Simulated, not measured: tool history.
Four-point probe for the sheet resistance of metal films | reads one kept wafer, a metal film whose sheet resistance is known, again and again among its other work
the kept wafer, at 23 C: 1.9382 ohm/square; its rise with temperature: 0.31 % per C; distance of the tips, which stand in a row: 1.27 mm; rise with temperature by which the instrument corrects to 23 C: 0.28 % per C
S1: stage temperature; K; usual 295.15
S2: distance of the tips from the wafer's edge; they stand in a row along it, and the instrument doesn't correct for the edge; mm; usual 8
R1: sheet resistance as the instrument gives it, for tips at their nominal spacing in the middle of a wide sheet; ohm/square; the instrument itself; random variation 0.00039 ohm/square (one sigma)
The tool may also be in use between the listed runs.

run 1 hour=0.0 | S1=295.15 S2=8 | R1=1.961451
run 2 hour=79.8 | S1=295.15 S2=8 | R1=1.960815
run 3 hour=124.3 | S1=295.15 S2=8 | R1=1.961360
run 4 hour=182.9 | S1=295.15 S2=8 | R1=1.960121
run 5 hour=271.0 | S1=295.15 S2=8 | R1=1.960900
run 6 hour=318.6 | S1=295.15 S2=8 | R1=1.960260
run 7 hour=381.1 | S1=295.15 S2=8 | R1=1.960133
run 8 hour=462.2 | S1=295.15 S2=8 | R1=1.960375
-- hour=470.7 stage's thermometer calibrated
run 9 hour=543.4 | S1=291.15 S2=22 | R1=1.935222
run 10 hour=617.7 | S1=302.15 S2=4 | R1=2.038843
-- hour=632.5 stage's thermometer calibrated, once more
run 11 hour=686.4 | S1=293.15 S2=11 | R1=1.942294

Forecast run 12:
run 12 hour=734.2 | S1=293.15 S2=11 | R1=?

R1: 1.940896 ohm/square
Without the tool's hidden state the same run would have given R1 1.949556 ohm/square.

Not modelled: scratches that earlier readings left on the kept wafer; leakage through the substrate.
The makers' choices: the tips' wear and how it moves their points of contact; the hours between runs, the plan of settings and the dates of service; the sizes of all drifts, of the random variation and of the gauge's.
